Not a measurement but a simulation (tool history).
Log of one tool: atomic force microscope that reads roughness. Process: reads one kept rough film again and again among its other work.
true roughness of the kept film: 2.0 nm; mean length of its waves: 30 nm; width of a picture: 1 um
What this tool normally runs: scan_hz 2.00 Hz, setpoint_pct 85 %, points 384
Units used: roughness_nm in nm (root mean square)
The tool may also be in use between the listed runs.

run 1 hour=0.0 | scan_hz=2.00 setpoint_pct=85 points=384 | roughness_nm=1.664
run 2 hour=27.3 | scan_hz=2.00 setpoint_pct=85 points=810 | roughness_nm=1.675
run 3 hour=51.1 | scan_hz=2.00 setpoint_pct=85 points=810 | roughness_nm=1.682
run 4 hour=75.6 | scan_hz=1.47 setpoint_pct=85 points=384 | roughness_nm=1.729
run 5 hour=87.7 | scan_hz=1.47 setpoint_pct=85 points=384 | roughness_nm=1.699
run 6 hour=111.1 | scan_hz=1.47 setpoint_pct=85 points=384 | roughness_nm=1.707
run 7 hour=130.8 | scan_hz=1.47 setpoint_pct=85 points=384 | roughness_nm=1.722
-- hour=153.9 new tip fitted
run 8 hour=154.0 | scan_hz=1.47 setpoint_pct=85 points=384 | roughness_nm=1.712
run 9 hour=173.1 | scan_hz=3.36 setpoint_pct=85 points=379 | roughness_nm=1.540
run 10 hour=189.7 | scan_hz=0.93 setpoint_pct=57 points=367 | roughness_nm=1.859
run 11 hour=217.0 | scan_hz=0.93 setpoint_pct=57 points=367 | roughness_nm=1.846

Below are 4 alternative next runs, each starting from the tool's condition after run 11. Predict each:
run A hour=230.2 | scan_hz=1.93 setpoint_pct=79 points=384 | roughness_nm=?
run B hour=230.2 | scan_hz=2.93 setpoint_pct=55 points=862 | roughness_nm=?
run C hour=230.2 | scan_hz=3.52 setpoint_pct=83 points=299 | roughness_nm=?
run D hour=230.2 | scan_hz=0.93 setpoint_pct=56 points=690 | roughness_nm=?

run=A roughness_nm=1.731
run=B roughness_nm=1.818
run=C roughness_nm=1.558
run=D roughness_nm=1.860
Take away the tool's hidden state, keep each run's random variation, and the runs would have read:
run=A roughness_nm=1.732
run=B roughness_nm=1.819
run=C roughness_nm=1.559
run=D roughness_nm=1.862
